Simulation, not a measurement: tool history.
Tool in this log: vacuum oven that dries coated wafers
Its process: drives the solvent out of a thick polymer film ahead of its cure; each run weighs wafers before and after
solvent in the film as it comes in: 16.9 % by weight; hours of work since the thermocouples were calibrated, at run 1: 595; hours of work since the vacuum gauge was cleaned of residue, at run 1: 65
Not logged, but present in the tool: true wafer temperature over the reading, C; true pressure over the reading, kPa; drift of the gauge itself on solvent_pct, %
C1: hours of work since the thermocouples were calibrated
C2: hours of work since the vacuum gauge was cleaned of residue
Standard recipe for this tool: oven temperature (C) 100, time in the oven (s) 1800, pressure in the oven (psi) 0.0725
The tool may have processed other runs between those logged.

{"run": 1, "hour": 0.0, "oven temperature (C)": 100, "time in the oven (s)": 1800, "pressure in the oven (psi)": 0.0725, "C1": 595, "C2": 65, "solvent left in the film (%)": 1.63}
{"run": 2, "hour": 11.1, "oven temperature (C)": 100, "time in the oven (s)": 1800, "pressure in the oven (psi)": 0.0725, "C1": 600, "C2": 70, "solvent left in the film (%)": 1.69}
{"run": 3, "hour": 18.4, "oven temperature (C)": 100, "time in the oven (s)": 1440, "pressure in the oven (psi)": 0.0725, "C1": 603, "C2": 73, "solvent left in the film (%)": 2.16}
{"run": 4, "hour": 24.8, "oven temperature (C)": 100, "time in the oven (s)": 1440, "pressure in the oven (psi)": 0.2828, "C1": 605, "C2": 75, "solvent left in the film (%)": 4.99}
{"run": 5, "hour": 36.6, "oven temperature (C)": 100, "time in the oven (s)": 2340, "pressure in the oven (psi)": 0.0725, "C1": 610, "C2": 80, "solvent left in the film (%)": 1.28}
{"run": 6, "hour": 42.5, "oven temperature (C)": 100, "time in the oven (s)": 2340, "pressure in the oven (psi)": 0.0725, "C1": 613, "C2": 82, "solvent left in the film (%)": 1.3}
{"run": 7, "hour": 52.7, "oven temperature (C)": 100, "time in the oven (s)": 1800, "pressure in the oven (psi)": 0.0725, "C1": 617, "C2": 87, "solvent left in the film (%)": 1.57}
{"run": 8, "hour": 65.6, "oven temperature (C)": 100, "time in the oven (s)": 1080, "pressure in the oven (psi)": 0.0725, "C1": 622, "C2": 92, "solvent left in the film (%)": 2.97}
{"run": 9, "hour": 76.2, "oven temperature (C)": 100, "time in the oven (s)": 1800, "pressure in the oven (psi)": 0.0725, "C1": 626, "C2": 96, "solvent left in the film (%)": 1.6}
{"run": 10, "hour": 89.0, "oven temperature (C)": 100, "time in the oven (s)": 1800, "pressure in the oven (psi)": 0.0725, "C1": 631, "C2": 101, "solvent left in the film (%)": 1.59}
{"run": 11, "hour": 98.9, "oven temperature (C)": 100, "time in the oven (s)": 1800, "pressure in the oven (psi)": 0.0725, "C1": 635, "C2": 105, "solvent left in the film (%)": 1.73}
{"run": 12, "hour": 104.9, "oven temperature (C)": 100, "time in the oven (s)": 1800, "pressure in the oven (psi)": 0.1653, "C1": 638, "C2": 108, "solvent left in the film (%)": 2.92}
{"run": 13, "hour": 114.8, "oven temperature (C)": 100, "time in the oven (s)": 3060, "pressure in the oven (psi)": 0.0725, "C1": 642, "C2": 112, "solvent left in the film (%)": 1.18}
{"run": 14, "hour": 126.3, "oven temperature (C)": 95, "time in the oven (s)": 3060, "pressure in the oven (psi)": 0.0725, "C1": 647, "C2": 116, "solvent left in the film (%)": 1.67}
{"run": 15, "hour": 135.8, "oven temperature (C)": 95, "time in the oven (s)": 3060, "pressure in the oven (psi)": 0.0506, "C1": 650, "C2": 120, "solvent left in the film (%)": 1.27}
{"run": 16, "hour": 148.5, "oven temperature (C)": 110, "time in the oven (s)": 1800, "pressure in the oven (psi)": 0.0725, "C1": 656, "C2": 126, "solvent left in the film (%)": 0.81}
{"run": 17, "hour": 155.5, "oven temperature (C)": 110, "time in the oven (s)": 1800, "pressure in the oven (psi)": 0.0725, "C1": 659, "C2": 128, "solvent left in the film (%)": 0.76}
{"run": 18, "hour": 166.2, "oven temperature (C)": 110, "time in the oven (s)": 1800, "pressure in the oven (psi)": 0.0725, "C1": 663, "C2": 133, "solvent left in the film (%)": 0.8}
{"run": 19, "hour": 178.1, "oven temperature (C)": 110, "time in the oven (s)": 1800, "pressure in the oven (psi)": 0.0725, "C1": 668, "C2": 138, "solvent left in the film (%)": 0.81}
{"run": 20, "hour": 189.4, "oven temperature (C)": 110, "time in the oven (s)": 1800, "pressure in the oven (psi)": 0.0725, "C1": 672, "C2": 142, "solvent left in the film (%)": 0.82}
{"run": 21, "hour": 196.6, "oven temperature (C)": 100, "time in the oven (s)": 1800, "pressure in the oven (psi)": 0.0725, "C1": 675, "C2": 145, "solvent left in the film (%)": 1.7}
{"run": 22, "hour": 208.4, "oven temperature (C)": 100, "time in the oven (s)": 1800, "pressure in the oven (psi)": 0.0725, "C1": 680, "C2": 150, "solvent left in the film (%)": 1.71}
{"run": 23, "hour": 220.3, "oven temperature (C)": 101, "time in the oven (s)": 1860, "pressure in the oven (psi)": 0.086, "C1": 685, "C2": 155, "solvent left in the film (%)": 1.65}
{"run": 24, "hour": 228.4, "oven temperature (C)": 104, "time in the oven (s)": 1800, "pressure in the oven (psi)": 0.0848, "C1": 688, "C2": 158, "solvent left in the film (%)": 1.33}
{"run": 25, "hour": 236.3, "oven temperature (C)": 104, "time in the oven (s)": 1800, "pressure in the oven (psi)": 0.0848, "C1": 691, "C2": 161, "solvent left in the film (%)": 1.31}
{"run": 26, "hour": 243.5, "oven temperature (C)": 100, "time in the oven (s)": 1080, "pressure in the oven (psi)": 0.0788, "C1": 694, "C2": 164, "solvent left in the film (%)": 3.31}
{"run": 27, "hour": 251.9, "oven temperature (C)": 91, "time in the oven (s)": 2640, "pressure in the oven (psi)": 0.0788, "C1": 698, "C2": 168, "solvent left in the film (%)": 2.94}

The next listed run, before its measurement:
{"hour": 254.2, "done": "vacuum gauge cleaned of residue and calibrated"}
{"run": 28, "hour": 263.8, "oven temperature (C)": 86, "time in the oven (s)": 2640, "pressure in the oven (psi)": 0.112, "C1": 702, "C2": 4, "solvent left in the film (%)": "?"}

Run 28 produced solvent left in the film (%) 5.09.
The same run, on a tool lacking any hidden state, would have yielded solvent left in the film (%) 4.51.
